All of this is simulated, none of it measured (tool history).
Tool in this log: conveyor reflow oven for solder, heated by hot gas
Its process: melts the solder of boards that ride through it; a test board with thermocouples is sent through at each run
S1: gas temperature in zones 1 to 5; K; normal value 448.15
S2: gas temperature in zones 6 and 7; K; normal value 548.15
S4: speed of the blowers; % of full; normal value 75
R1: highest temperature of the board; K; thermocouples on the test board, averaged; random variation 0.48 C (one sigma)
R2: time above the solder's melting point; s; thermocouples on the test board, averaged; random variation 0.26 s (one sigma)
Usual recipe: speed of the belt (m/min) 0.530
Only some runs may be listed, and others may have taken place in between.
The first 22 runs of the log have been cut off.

Run 23, day 17.117: usual settings but S1 451.15 K, speed of the belt (m/min) 0.548, S4 53 % of full. Result: R1 528.65 K, R2 52.9 s.
Run 24, day 17.604: usual settings but S1 451.15 K, S2 553.15 K, speed of the belt (m/min) 0.493, S4 53 % of full. Result: R1 537.15 K, R2 63.9 s.
Run 25, day 18.538: usual settings but S1 452.15 K, speed of the belt (m/min) 0.482. Result: R1 537.15 K, R2 66.2 s.
Run 26, day 19.212: usual settings but S1 452.15 K, speed of the belt (m/min) 0.482. Result: R1 536.45 K, R2 66.5 s.
Run 27, day 20.075: usual settings but S1 437.15 K, S4 72 % of full. Result: R1 533.15 K, R2 52.8 s.
Run 28, day 21.012: usual settings but S1 454.15 K, S2 545.15 K, S4 69 % of full. Result: R1 530.95 K, R2 57.9 s.
Run 29, day 21.538: usual settings but S1 454.15 K, S2 545.15 K, S4 69 % of full. Result: R1 530.95 K, R2 57.9 s.
Run 30, day 22.475: usual settings but S1 456.15 K, S2 551.15 K, speed of the belt (m/min) 0.515, S4 79 % of full. Result: R1 538.85 K, R2 64.1 s.
Run 31, day 23.433: usual settings but S2 549.15 K, speed of the belt (m/min) 0.567, S4 58 % of full. Result: R1 528.35 K, R2 50.1 s.

Below are 4 alternative next runs, each starting from the tool's condition after run 31. Predict each:
Run A, day 24.154: usual settings but S2 549.15 K, speed of the belt (m/min) 0.515, S4 58 % of full. Result: R1 ?, R2 ?.
Run B, day 24.154: usual settings but S1 449.15 K, S2 562.15 K, speed of the belt (m/min) 0.492, S4 58 % of full. Result: R1 ?, R2 ?.
Run C, day 24.154: usual settings but S1 437.15 K. Result: R1 ?, R2 ?.
Run D, day 24.154: usual settings but S2 547.15 K. Result: R1 ?, R2 ?.

run      R1    R2
  A  533.05  57.4
  B  546.15  67.8
  C  531.85  53.5
  D  532.15  57.0
Without the tool's unlogged condition, the same runs would have read:
run      R1    R2
  A  535.75  58.1
  B  548.95  67.8
  C  535.05  54.6
  D  535.15  57.7

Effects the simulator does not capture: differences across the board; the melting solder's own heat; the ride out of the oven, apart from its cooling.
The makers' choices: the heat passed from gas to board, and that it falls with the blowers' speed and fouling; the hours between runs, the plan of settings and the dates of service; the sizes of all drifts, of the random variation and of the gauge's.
